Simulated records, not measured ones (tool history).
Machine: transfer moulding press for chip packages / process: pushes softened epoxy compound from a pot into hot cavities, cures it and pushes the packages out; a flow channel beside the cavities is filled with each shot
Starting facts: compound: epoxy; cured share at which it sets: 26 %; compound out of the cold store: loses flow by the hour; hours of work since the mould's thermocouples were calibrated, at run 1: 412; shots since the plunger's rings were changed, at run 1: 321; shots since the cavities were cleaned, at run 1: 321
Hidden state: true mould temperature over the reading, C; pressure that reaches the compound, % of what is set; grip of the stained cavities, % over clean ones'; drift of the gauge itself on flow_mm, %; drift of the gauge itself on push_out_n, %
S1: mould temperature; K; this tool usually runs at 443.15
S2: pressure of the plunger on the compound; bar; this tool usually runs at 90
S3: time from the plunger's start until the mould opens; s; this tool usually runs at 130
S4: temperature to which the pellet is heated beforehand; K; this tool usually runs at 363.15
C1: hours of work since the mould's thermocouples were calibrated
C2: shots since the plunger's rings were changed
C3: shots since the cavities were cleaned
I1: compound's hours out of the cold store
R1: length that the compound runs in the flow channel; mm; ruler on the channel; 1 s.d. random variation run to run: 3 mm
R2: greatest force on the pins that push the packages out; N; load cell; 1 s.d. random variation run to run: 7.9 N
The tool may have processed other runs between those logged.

{"run": 1, "hour": 0.0, "S1": 443.15, "S2": 90, "S3": 130, "S4": 363.15, "C1": 412, "C2": 321, "C3": 321, "I1": 37.8, "R1": 537, "R2": 429}
{"run": 2, "hour": 14.9, "S1": 443.15, "S2": 90, "S3": 130, "S4": 363.15, "C1": 419, "C2": 428, "C3": 428, "I1": 25.1, "R1": 560, "R2": 475}
{"hour": 29.5, "done": "cavities cleaned with cleaning compound and waxed"}
{"run": 3, "hour": 35.0, "S1": 441.15, "S2": 90, "S3": 130, "S4": 363.15, "C1": 428, "C2": 560, "C3": 39, "I1": 8.6, "R1": 593, "R2": 382}
{"run": 4, "hour": 55.0, "S1": 441.15, "S2": 90, "S3": 130, "S4": 363.15, "C1": 438, "C2": 704, "C3": 183, "I1": 42.4, "R1": 531, "R2": 441}
{"run": 5, "hour": 67.7, "S1": 443.15, "S2": 90, "S3": 130, "S4": 363.15, "C1": 444, "C2": 795, "C3": 274, "I1": 41.3, "R1": 525, "R2": 439}
{"run": 6, "hour": 86.6, "S1": 443.15, "S2": 90, "S3": 130, "S4": 359.15, "C1": 453, "C2": 931, "C3": 410, "I1": 16.5, "R1": 574, "R2": 470}
{"run": 7, "hour": 97.7, "S1": 443.15, "S2": 90, "S3": 130, "S4": 359.15, "C1": 458, "C2": 1010, "C3": 489, "I1": 34, "R1": 541, "R2": 474}
{"hour": 103.7, "done": "cavities cleaned with cleaning compound and waxed"}
{"run": 8, "hour": 119.5, "S1": 443.15, "S2": 90, "S3": 130, "S4": 363.15, "C1": 468, "C2": 1155, "C3": 113, "I1": 12.9, "R1": 576, "R2": 377}
{"run": 9, "hour": 137.7, "S1": 443.15, "S2": 109, "S3": 130, "S4": 363.15, "C1": 476, "C2": 1286, "C3": 244, "I1": 27.6, "R1": 596, "R2": 411}
{"run": 10, "hour": 158.9, "S1": 443.15, "S2": 109, "S3": 130, "S4": 363.15, "C1": 486, "C2": 1438, "C3": 396, "I1": 13.7, "R1": 628, "R2": 480}
{"run": 11, "hour": 170.2, "S1": 443.15, "S2": 90, "S3": 130, "S4": 363.15, "C1": 492, "C2": 1519, "C3": 477, "I1": 11.6, "R1": 573, "R2": 487}
{"hour": 178.9, "done": "cavities cleaned with cleaning compound and waxed"}
{"run": 12, "hour": 193.4, "S1": 443.15, "S2": 90, "S3": 130, "S4": 363.15, "C1": 502, "C2": 1674, "C3": 104, "I1": 30.7, "R1": 537, "R2": 367}
{"run": 13, "hour": 203.3, "S1": 443.15, "S2": 90, "S3": 157, "S4": 363.15, "C1": 506, "C2": 1745, "C3": 175, "I1": 28.6, "R1": 536, "R2": 357}
{"run": 14, "hour": 220.0, "S1": 443.15, "S2": 90, "S3": 130, "S4": 357.15, "C1": 514, "C2": 1865, "C3": 295, "I1": 13.6, "R1": 563, "R2": 444}
{"run": 15, "hour": 242.2, "S1": 442.15, "S2": 103.9, "S3": 119, "S4": 367.15, "C1": 525, "C2": 2024, "C3": 454, "I1": 18.8, "R1": 595, "R2": 567}

Run 16 has not been measured yet. What should we expect?
{"hour": 252.8, "done": "cavities cleaned with cleaning compound and waxed"}
{"run": 16, "hour": 258.7, "S1": 443.15, "S2": 90, "S3": 121, "S4": 363.15, "C1": 532, "C2": 2132, "C3": 42, "I1": 21.5, "R1": "?", "R2": "?"}

Run 16 measured R1 548 mm, R2 382 N.
With the hidden condition absent and the run-to-run variation left alone, this run would have shown R1 575 mm, R2 384 N.
